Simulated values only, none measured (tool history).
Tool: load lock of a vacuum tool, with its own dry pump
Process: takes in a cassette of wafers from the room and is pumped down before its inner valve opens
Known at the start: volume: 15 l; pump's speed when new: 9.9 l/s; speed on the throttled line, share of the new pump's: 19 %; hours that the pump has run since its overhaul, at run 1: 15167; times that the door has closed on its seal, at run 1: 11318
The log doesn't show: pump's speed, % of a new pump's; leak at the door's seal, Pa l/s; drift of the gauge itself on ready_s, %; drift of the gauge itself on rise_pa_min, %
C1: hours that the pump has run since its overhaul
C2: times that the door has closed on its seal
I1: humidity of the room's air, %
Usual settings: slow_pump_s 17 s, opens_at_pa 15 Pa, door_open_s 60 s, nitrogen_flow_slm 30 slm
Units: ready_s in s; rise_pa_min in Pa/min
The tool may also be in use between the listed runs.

run 1 day=0.000 | slow_pump_s=17 opens_at_pa=15 door_open_s=60 nitrogen_flow_slm=30 | C1=15167 C2=11318 | I1=48.5 | ready_s=26.9 rise_pa_min=0.049
run 2 day=3.829 | slow_pump_s=17 opens_at_pa=15 door_open_s=60 nitrogen_flow_slm=30 | C1=15259 C2=11468 | I1=44.5 | ready_s=27.4 rise_pa_min=0.048
run 3 day=12.492 | slow_pump_s=17 opens_at_pa=15 door_open_s=60 nitrogen_flow_slm=30 | C1=15466 C2=11808 | I1=46.1 | ready_s=27.4 rise_pa_min=0.050
run 4 day=16.975 | slow_pump_s=17 opens_at_pa=15 door_open_s=60 nitrogen_flow_slm=30 | C1=15574 C2=11984 | I1=43.9 | ready_s=27.2 rise_pa_min=0.043
run 5 day=21.871 | slow_pump_s=17 opens_at_pa=15 door_open_s=60 nitrogen_flow_slm=30 | C1=15691 C2=12176 | I1=49.0 | ready_s=27.4 rise_pa_min=0.049
run 6 day=29.533 | slow_pump_s=17 opens_at_pa=15 door_open_s=60 nitrogen_flow_slm=30 | C1=15875 C2=12477 | I1=43.0 | ready_s=26.9 rise_pa_min=0.048
run 7 day=35.354 | slow_pump_s=17 opens_at_pa=15 door_open_s=162 nitrogen_flow_slm=7 | C1=16015 C2=12705 | I1=45.8 | ready_s=27.4 rise_pa_min=0.137
run 8 day=40.650 | slow_pump_s=17 opens_at_pa=15 door_open_s=162 nitrogen_flow_slm=7 | C1=16142 C2=12913 | I1=45.4 | ready_s=27.1 rise_pa_min=0.144
run 9 day=47.758 | slow_pump_s=17 opens_at_pa=15 door_open_s=162 nitrogen_flow_slm=7 | C1=16313 C2=13192 | I1=45.3 | ready_s=27.1 rise_pa_min=0.144
run 10 day=56.208 | slow_pump_s=17 opens_at_pa=15 door_open_s=162 nitrogen_flow_slm=7 | C1=16516 C2=13524 | I1=46.7 | ready_s=27.3 rise_pa_min=0.145

Forecast each of these 5 alternatives for the next run:
run A day=64.546 | slow_pump_s=20 opens_at_pa=12 door_open_s=79 nitrogen_flow_slm=7 | C1=16716 C2=13851 | I1=44.3 | ready_s=? rise_pa_min=?
run B day=64.546 | slow_pump_s=17 opens_at_pa=15 door_open_s=60 nitrogen_flow_slm=9 | C1=16716 C2=13851 | I1=46.1 | ready_s=? rise_pa_min=?
run C day=64.546 | slow_pump_s=32 opens_at_pa=15 door_open_s=162 nitrogen_flow_slm=16 | C1=16716 C2=13851 | I1=46.6 | ready_s=? rise_pa_min=?
run D day=64.546 | slow_pump_s=29 opens_at_pa=12 door_open_s=210 nitrogen_flow_slm=30 | C1=16716 C2=13851 | I1=45.0 | ready_s=? rise_pa_min=?
run E day=64.546 | slow_pump_s=17 opens_at_pa=15 door_open_s=30 nitrogen_flow_slm=7 | C1=16716 C2=13851 | I1=47.8 | ready_s=? rise_pa_min=?

run=A ready_s=30.0 rise_pa_min=0.093
run=B ready_s=27.4 rise_pa_min=0.078
run=C ready_s=39.0 rise_pa_min=0.112
run=D ready_s=37.6 rise_pa_min=0.095
run=E ready_s=27.3 rise_pa_min=0.057
Without the tool's hidden state the same runs would have given:
run=A ready_s=30.0 rise_pa_min=0.093
run=B ready_s=27.4 rise_pa_min=0.077
run=C ready_s=39.0 rise_pa_min=0.112
run=D ready_s=37.6 rise_pa_min=0.095
run=E ready_s=27.3 rise_pa_min=0.057

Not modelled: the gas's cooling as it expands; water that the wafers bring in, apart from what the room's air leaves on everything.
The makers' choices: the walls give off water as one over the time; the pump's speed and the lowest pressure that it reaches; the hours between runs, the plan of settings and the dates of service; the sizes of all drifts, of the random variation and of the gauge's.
